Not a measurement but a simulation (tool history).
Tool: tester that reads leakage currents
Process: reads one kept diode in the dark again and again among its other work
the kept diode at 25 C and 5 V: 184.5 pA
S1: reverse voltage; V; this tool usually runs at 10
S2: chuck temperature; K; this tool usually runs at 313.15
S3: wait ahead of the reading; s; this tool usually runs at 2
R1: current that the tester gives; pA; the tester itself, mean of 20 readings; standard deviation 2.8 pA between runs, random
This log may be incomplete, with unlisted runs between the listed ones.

run	hour	S1	S2	S3	R1
1	0	10	313.15	2	917.36
2	220	10	313.15	4.35	916.98
3	388.1	10	313.15	4.35	920.28
4	512.5	10	313.15	2	914.12
5	627.5	10	313.15	2	917.76
6	808.8	6.9	313.15	2	774.64
7	1005.4	6.9	313.15	2	774.57
8	1138.9	2.3	313.15	2	473.01
9	1317.2	2.3	313.15	2	471.29
10	1491.3	10	313.15	2	913.93
11	1655.9	10	313.15	2	917.02
12	1786.1	10	313.15	2	913.5
13	1900.6	10	313.15	2	919.04
14	2013	10	313.15	2	916.78
15	2173.7	10	313.15	2	915.77
16	2347.8	10	313.15	2	917.64
17	2473.6	10	313.15	2	917.29
18	2691.4	10	313.15	2	918.1
19	2907.5	10	317.15	2	1266.94
20	3117.2	10	317.15	2	1269.18
21	3325.5	10	317.15	9.36	1267.73
22	3463.2	10	317.15	9.36	1260.18
23	3654.6	10	317.15	9.36	1268.25
24	3859	15.8	313.15	2	1126.87
25	4105.3	13.2	301.15	5.13	375.12
26	4309.6	2	297.15	0.6	112.07
27	4477.1	10	331.15	0.51	3684.62
28	4620	10	331.15	0.51	3713.15
29	4773	10	331.15	0.51	3711.55
30	5027.4	10	331.15	0.51	3704.48
31	5155.5	9.9	320.15	0.89	1604.72
32	5303.2	1.1	297.15	4.77	85.76
33	5451.2	19.1	308.15	0.94	808.22
34	5618.1	19.1	308.15	0.94	811.9
35	5843	19.1	308.15	0.94	811.64
36	6074	2.1	313.15	0.51	457.17
37	6330	2.1	303.15	2.21	195.82
38	6466.6	1.7	301.15	1.61	149.91
39	6669.2	1.7	301.15	1.61	148.92
40	6819.4	3.4	313.15	2	566.25

Withheld: 2 entries from between the runs. Position of each, and hidden state at the listed run before versus the listed run after:
In the gap between runs 16 and 17: probe card cleaned and baked (hour 2429.3)
  stray current of the dirty probe card, pA a volt: 0.025 -> 0.02
In the gap between runs 21 and 22: chuck's temperature calibrated (hour 3394.7)
  true chuck temperature over the reading, C: 0.01 -> 0
